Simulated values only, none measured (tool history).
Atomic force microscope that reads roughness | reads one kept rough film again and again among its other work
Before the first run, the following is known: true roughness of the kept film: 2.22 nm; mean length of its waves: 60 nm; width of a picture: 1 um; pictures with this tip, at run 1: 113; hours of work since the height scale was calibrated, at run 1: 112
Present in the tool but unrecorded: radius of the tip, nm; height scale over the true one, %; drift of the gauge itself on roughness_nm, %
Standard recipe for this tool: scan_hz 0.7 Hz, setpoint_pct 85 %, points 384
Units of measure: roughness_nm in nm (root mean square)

run   hour  scan_hz  setpoint_pct  points  pictures with this tip  hours of work since the height scale was calibrated  roughness_nm
  1      0      0.7            85     384                     113                                                  112         2.017
  2     31      0.7            85     384                     150                                                  128         2.011
      38.8  -- new tip fitted
  3     50      0.7            85     384                      13                                                  138         2.068
  4   77.1      0.7            86     384                      46                                                  153          2.04
  5   96.5      0.7            60     384                      69                                                  163         2.134
  6  130.9      0.7            60     384                     110                                                  181         2.104
  7  154.5    0.901            85     384                     138                                                  194         1.995
     171.9  -- new tip fitted
  8  177.4    3.059            85     384                       7                                                  206         1.761
  9  195.9    1.839            85     384                      28                                                  215         1.908
 10    220      0.7            78     632                      57                                                  228         2.084
 11  240.4    2.507            82     286                      82                                                  239         1.841
 12  255.7    3.066            79     301                     100                                                  247         1.812

Predict the results of run 13:
 13  276.1      0.7            63     384                     124                                                  258             ?

roughness_nm: 2.092 nm (root mean square)
With no hidden state in the tool, this same run would have given roughness_nm 2.138 nm (root mean square).

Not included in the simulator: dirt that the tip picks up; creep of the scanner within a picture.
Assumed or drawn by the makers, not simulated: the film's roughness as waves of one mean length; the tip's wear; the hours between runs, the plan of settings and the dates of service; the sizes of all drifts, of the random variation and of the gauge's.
